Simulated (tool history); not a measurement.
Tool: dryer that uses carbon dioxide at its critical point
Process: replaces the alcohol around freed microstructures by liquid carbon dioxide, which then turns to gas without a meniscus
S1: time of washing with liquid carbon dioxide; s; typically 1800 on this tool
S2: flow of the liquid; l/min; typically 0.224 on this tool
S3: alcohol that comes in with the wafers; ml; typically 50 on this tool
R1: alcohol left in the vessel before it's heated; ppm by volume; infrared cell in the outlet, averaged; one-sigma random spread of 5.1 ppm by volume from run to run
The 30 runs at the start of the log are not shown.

run 31 hour=231.7 | S1=2760 S2=0.332 S3=49 | R1=39
run 32 hour=237.9 | S1=1740 S2=0.308 S3=65 | R1=46
run 33 hour=244 | S1=2340 S2=0.224 S3=53 | R1=53
run 34 hour=249.3 | S1=2340 S2=0.224 S3=53 | R1=61
run 35 hour=254.6 | S1=2400 S2=0.214 S3=30 | R1=56
run 36 hour=262.6 | S1=1800 S2=0.185 S3=46 | R1=286
run 37 hour=270.3 | S1=1800 S2=0.185 S3=42 | R1=267
run 38 hour=275.1 | S1=2040 S2=0.268 S3=45 | R1=57
run 39 hour=281.6 | S1=2820 S2=0.367 S3=50 | R1=43
run 40 hour=288 | S1=1680 S2=0.224 S3=50 | R1=168
run 41 hour=297.8 | S1=2760 S2=0.247 S3=50 | R1=48
run 42 hour=306.2 | S1=2760 S2=0.247 S3=50 | R1=52

4 ways to go on from here, each from the tool as it stands after run 42. What would each give?
run A hour=315.2 | S1=1260 S2=0.181 S3=24 | R1=?
run B hour=315.2 | S1=1200 S2=0.165 S3=50 | R1=?
run C hour=315.2 | S1=1140 S2=0.258 S3=110 | R1=?
run D hour=315.2 | S1=1800 S2=0.224 S3=41 | R1=?

run=A R1=729
run=B R1=2450
run=C R1=1100
run=D R1=133
Had the tool no hidden state, the same runs would have come out as:
run=A R1=608
run=B R1=2167
run=C R1=902
run=D R1=76
